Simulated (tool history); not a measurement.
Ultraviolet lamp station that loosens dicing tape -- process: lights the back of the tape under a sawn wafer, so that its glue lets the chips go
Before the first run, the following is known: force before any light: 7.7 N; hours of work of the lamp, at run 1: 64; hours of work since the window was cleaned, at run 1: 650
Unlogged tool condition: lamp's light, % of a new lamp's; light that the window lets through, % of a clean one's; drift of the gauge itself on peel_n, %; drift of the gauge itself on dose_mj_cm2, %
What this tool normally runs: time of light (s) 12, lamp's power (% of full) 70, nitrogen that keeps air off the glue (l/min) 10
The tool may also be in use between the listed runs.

run,hour,time of light (s),lamp's power (% of full),nitrogen that keeps air off the glue (l/min),hours of work of the lamp,hours of work since the window was cleaned,force that peels the tape off (N),light that reached the tape (mJ/cm2)
1,0,12,70,10,64,650,0.495,437
2,39.1,12,70,5,84,670,0.761,430
3,80.8,12,70,5,106,692,0.765,431
# hour 95.6: window cleaned of glue's vapour
4,103.5,11,70,10,118,4,0.535,417
5,128.5,11,70,10,130,17,0.542,410
6,152,12,70,17,143,29,0.369,452
7,177.5,12,78,10,156,43,0.368,498
8,217.7,12,70,10,177,63,0.454,446
9,247.6,12,70,10,192,79,0.472,443
10,282.9,12,70,10,211,97,0.463,440
11,321.8,12,77,10,231,118,0.393,488
12,353.8,12,77,10,248,134,0.414,483
13,393.3,12,77,3,268,155,0.879,483
14,438.2,12,77,3,292,178,0.869,474
15,460.8,12,77,3,303,190,0.903,471
16,484.1,7,70,10,315,202,1.361,250
17,525.3,12,64,10,337,223,0.615,390
18,551.6,12,64,10,351,237,0.619,384
19,599.7,12,70,10,376,262,0.523,420
20,634.6,12,70,10,394,280,0.526,419
21,669.5,12,70,10,412,298,0.526,416
22,701.8,8,70,10,429,315,1.166,275
23,743.8,17,73,9,450,337,0.274,608
24,788.2,15,65,10,474,360,0.385,475
25,815,15,68,10,487,374,0.348,498
26,848.4,7,94,10,505,391,0.931,318
27,885.9,7,94,19,524,411,0.678,317
28,924.2,7,94,19,544,431,0.672,318
29,958.6,8,82,7,562,449,1.177,314
30,1001.1,12,74,18,584,471,0.38,418
31,1029.9,12,74,18,599,486,0.388,419
32,1063.8,9,85,4,617,503,1.253,356
33,1091.6,6,64,4,631,518,2.997,179
34,1134.3,9,64,5,653,540,1.789,266
35,1169.8,7,70,14,672,559,1.437,228
36,1190.3,7,70,14,683,569,1.442,227
37,1212.8,7,70,14,694,581,1.491,224
38,1241.5,9,63,10,709,596,1.369,257
39,1265.3,7,62,19,722,608,1.588,197
40,1292.1,18,94,13,736,622,0.201,763
41,1316.2,17,97,5,748,635,0.274,738

Consider 4 possible next runs. They are alternatives, not a sequence: every one starts from the tool as it was left by run 41. What does each give?
A,1348.3,7,81,12,765,651,?,?
B,1348.3,11,89,8,765,651,?,?
C,1348.3,17,97,11,765,651,?,?
D,1348.3,17,97,12,765,651,?,?

run,force that peels the tape off (N),light that reached the tape (mJ/cm2)
A,1.228,250
B,0.536,439
C,0.19,743
D,0.205,733
Take away the tool's hidden state, keep each run's random variation, and the runs would have read:
run,force that peels the tape off (N),light that reached the tape (mJ/cm2)
A,0.809,317
B,0.335,555
C,0.168,937
D,0.185,926
